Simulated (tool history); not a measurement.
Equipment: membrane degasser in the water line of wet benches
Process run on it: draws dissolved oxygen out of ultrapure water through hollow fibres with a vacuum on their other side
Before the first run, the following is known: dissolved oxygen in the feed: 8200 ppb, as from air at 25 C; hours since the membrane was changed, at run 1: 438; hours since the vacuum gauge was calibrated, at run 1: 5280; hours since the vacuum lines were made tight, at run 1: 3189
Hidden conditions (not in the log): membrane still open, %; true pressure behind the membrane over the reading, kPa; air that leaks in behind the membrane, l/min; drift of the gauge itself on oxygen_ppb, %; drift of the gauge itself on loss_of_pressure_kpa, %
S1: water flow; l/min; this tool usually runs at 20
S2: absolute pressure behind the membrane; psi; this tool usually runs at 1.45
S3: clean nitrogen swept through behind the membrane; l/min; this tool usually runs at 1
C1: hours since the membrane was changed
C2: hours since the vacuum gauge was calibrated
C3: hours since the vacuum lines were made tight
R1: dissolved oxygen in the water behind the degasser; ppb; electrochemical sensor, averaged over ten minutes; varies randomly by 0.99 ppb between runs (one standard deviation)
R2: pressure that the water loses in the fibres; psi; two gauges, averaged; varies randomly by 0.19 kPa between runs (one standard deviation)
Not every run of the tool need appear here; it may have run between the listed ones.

run	day	S1	S2	S3	C1	C2	C3	R1	R2
1	0	20	1.45	1	438	5280	3189	306.8	5.406
2	2.792	20	1.45	1	505	5347	3256	305.4	5.477
3	4.5	20	1.45	1	546	5388	3297	308.4	5.429
4	5.808	20	1.45	1	577	5420	3329	309.1	5.44
5	7.554	20	1.45	1	619	5462	3371	307.5	5.461
6	9.85	20	1.45	1	674	5517	3426	307.7	5.487
# day 11.196: vacuum gauge calibrated
7	12.742	20	1.45	1	743	37	3494	299.5	5.406
8	14.021	20	1.45	1	774	68	3525	299.3	5.491
9	16.85	20	1.45	1	842	136	3593	301.4	5.419
10	19.304	20	1.45	1	901	195	3652	299.9	5.442
11	20.754	20	1.45	1	935	229	3687	298.4	5.442
12	23.35	26	2.47	1.09	998	292	3749	678.8	7.044
13	24.696	17	2.15	1	1030	324	3781	432.7	4.619
14	26.904	30	2.05	1	1083	377	3834	661.8	8.171
15	29.633	20	1.45	0.41	1149	443	3900	602.9	5.472
16	32.262	27	1.45	0.41	1212	506	3963	751.4	7.306
17	34.258	27	1.45	0.41	1260	554	4011	750.9	7.303
18	36.746	17	1.45	0.86	1319	613	4071	296.5	4.602
19	38.146	20	1.35	1.6	1353	647	4104	179.4	5.423
20	40.438	25	1.9	0.81	1408	702	4159	618.3	6.837
21	42.258	12	1	1	1451	745	4203	105.2	3.346

Alternative continuations, all from the tool just after run 21; predict every row:
A	44.608	18	2.1	0.71	1508	802	4259	?	?
B	44.608	12	1.28	0.98	1508	802	4259	?	?
C	44.608	25	1.38	0.92	1508	802	4259	?	?
D	44.608	31	1.45	1	1508	802	4259	?	?
E	44.608	14	1.15	0.88	1508	802	4259	?	?

run	R1	R2
A	588.4	4.91
B	161.5	3.265
C	363.1	6.772
D	446.3	8.432
E	171.3	3.835
With no hidden state in the tool, these same runs would have given:
run	R1	R2
A	582.8	4.869
B	157.9	3.237
C	360	6.717
D	443	8.364
E	168.1	3.804
